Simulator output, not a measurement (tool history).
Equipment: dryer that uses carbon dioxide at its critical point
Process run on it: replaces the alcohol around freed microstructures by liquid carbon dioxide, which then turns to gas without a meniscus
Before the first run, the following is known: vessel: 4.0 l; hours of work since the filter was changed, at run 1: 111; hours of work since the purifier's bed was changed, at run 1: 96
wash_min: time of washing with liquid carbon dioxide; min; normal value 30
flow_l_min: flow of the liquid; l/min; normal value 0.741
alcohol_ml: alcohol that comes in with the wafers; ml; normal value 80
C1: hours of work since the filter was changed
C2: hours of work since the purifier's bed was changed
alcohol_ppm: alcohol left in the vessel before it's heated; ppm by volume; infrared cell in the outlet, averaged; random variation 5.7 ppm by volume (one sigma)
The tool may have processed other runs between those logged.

run 1 hour=0 | wash_min=30 flow_l_min=0.741 alcohol_ml=80 | C1=111 C2=96 | alcohol_ppm=265
run 2 hour=7.9 | wash_min=30 flow_l_min=0.741 alcohol_ml=80 | C1=115 C2=100 | alcohol_ppm=266
run 3 hour=14.1 | wash_min=35 flow_l_min=0.741 alcohol_ml=80 | C1=118 C2=103 | alcohol_ppm=146
run 4 hour=18.8 | wash_min=35 flow_l_min=0.741 alcohol_ml=80 | C1=121 C2=106 | alcohol_ppm=143
run 5 hour=25.8 | wash_min=30 flow_l_min=0.741 alcohol_ml=80 | C1=124 C2=109 | alcohol_ppm=273
run 6 hour=34.6 | wash_min=30 flow_l_min=0.741 alcohol_ml=80 | C1=128 C2=114 | alcohol_ppm=270
run 7 hour=44.9 | wash_min=30 flow_l_min=0.741 alcohol_ml=80 | C1=134 C2=119 | alcohol_ppm=278
run 8 hour=53.6 | wash_min=30 flow_l_min=0.741 alcohol_ml=29 | C1=138 C2=123 | alcohol_ppm=118
run 9 hour=64.1 | wash_min=29 flow_l_min=0.741 alcohol_ml=29 | C1=143 C2=128 | alcohol_ppm=136
run 10 hour=73.5 | wash_min=29 flow_l_min=0.741 alcohol_ml=29 | C1=148 C2=133 | alcohol_ppm=144
run 11 hour=81.1 | wash_min=29 flow_l_min=0.922 alcohol_ml=29 | C1=152 C2=137 | alcohol_ppm=76
run 12 hour=88 | wash_min=29 flow_l_min=0.922 alcohol_ml=29 | C1=155 C2=140 | alcohol_ppm=70
run 13 hour=96.9 | wash_min=30 flow_l_min=0.741 alcohol_ml=23 | C1=159 C2=144 | alcohol_ppm=103
run 14 hour=104.6 | wash_min=30 flow_l_min=0.741 alcohol_ml=23 | C1=163 C2=148 | alcohol_ppm=117
run 15 hour=111.8 | wash_min=30 flow_l_min=0.741 alcohol_ml=80 | C1=167 C2=152 | alcohol_ppm=317
run 16 hour=118.3 | wash_min=30 flow_l_min=0.741 alcohol_ml=80 | C1=170 C2=155 | alcohol_ppm=320
run 17 hour=127.8 | wash_min=30 flow_l_min=0.741 alcohol_ml=80 | C1=175 C2=160 | alcohol_ppm=320
run 18 hour=135.9 | wash_min=30 flow_l_min=0.741 alcohol_ml=80 | C1=179 C2=164 | alcohol_ppm=328

What does the tool deliver on the next run?
run 19 hour=145.3 | wash_min=18 flow_l_min=0.806 alcohol_ml=33 | C1=183 C2=168 | alcohol_ppm=?

Run 19 gave alcohol_ppm 557 ppm by volume.
Take away the tool's hidden state, keep the run-to-run variation as it was, and the same run would have given alcohol_ppm 391 ppm by volume.
